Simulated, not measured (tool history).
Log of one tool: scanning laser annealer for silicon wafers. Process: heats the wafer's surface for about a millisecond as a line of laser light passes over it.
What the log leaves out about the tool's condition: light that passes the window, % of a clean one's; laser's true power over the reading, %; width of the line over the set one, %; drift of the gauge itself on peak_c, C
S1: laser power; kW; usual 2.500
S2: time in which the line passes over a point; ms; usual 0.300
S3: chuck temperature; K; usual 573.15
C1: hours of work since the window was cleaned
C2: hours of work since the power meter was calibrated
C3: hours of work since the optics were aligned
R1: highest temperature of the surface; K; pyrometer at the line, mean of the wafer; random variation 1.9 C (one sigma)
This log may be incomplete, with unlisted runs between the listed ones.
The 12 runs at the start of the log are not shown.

run	hour	S1	S2	S3	C1	C2	C3	R1
13	367.6	2.500	0.352	535.15	39	361	641	1435.15
14	395.4	2.500	0.300	534.15	54	376	656	1357.15
15	431.7	2.500	0.300	534.15	75	396	676	1355.15
16	450.6	2.500	0.300	534.15	85	407	687	1359.15
17	470.1	2.500	0.300	534.15	96	417	698	1356.15
18	493.7	2.500	0.300	534.15	109	431	711	1355.15
19	526.4	2.625	0.306	556.15	127	449	729	1439.15
20	544.2	2.625	0.306	556.15	137	458	739	1443.15
21	583.3	2.625	0.306	540.15	158	480	760	1426.15
22	610.3	2.220	0.336	610.15	173	495	775	1364.15
23	636.8	2.500	0.374	564.15	188	510	790	1500.15
24	662.1	2.500	0.374	564.15	202	524	804	1498.15
25	700.7	2.158	0.374	564.15	223	545	825	1338.15
26	722.9	2.201	0.332	543.15	236	557	838	1287.15
27	752.7	2.651	0.226	601.15	252	574	854	1355.15
28	772.7	2.538	0.354	601.15	263	585	865	1525.15
29	793.9	2.203	0.292	601.15	275	597	877	1290.15
30	816.6	2.555	0.231	591.15	287	609	889	1314.15
31	838.3	2.637	0.362	598.15	299	621	901	1579.15
32	873.3	2.370	0.278	590.15	319	640	921	1327.15
33	903.4	2.370	0.278	590.15	335	657	937	1325.15
34	923.1	2.370	0.278	590.15	346	668	948	1322.15
35	962.4	2.370	0.278	590.15	368	690	970	1324.15
36	992.7	2.370	0.278	595.15	385	706	987	1330.15

Here are 5 independent what-if runs from the current tool condition. What would each one return?
A	1029.7	2.235	0.304	573.15	405	727	1007	?
B	1029.7	2.379	0.368	554.15	405	727	1007	?
C	1029.7	2.374	0.278	572.15	405	727	1007	?
D	1029.7	2.235	0.251	595.15	405	727	1007	?
E	1029.7	2.661	0.297	573.15	405	727	1007	?

run	R1
A	1293.15
B	1422.15
C	1308.15
D	1238.15
E	1458.15
With no hidden state in the tool, these same runs would have given:
run	R1
A	1294.15
B	1423.15
C	1309.15
D	1239.15
E	1459.15
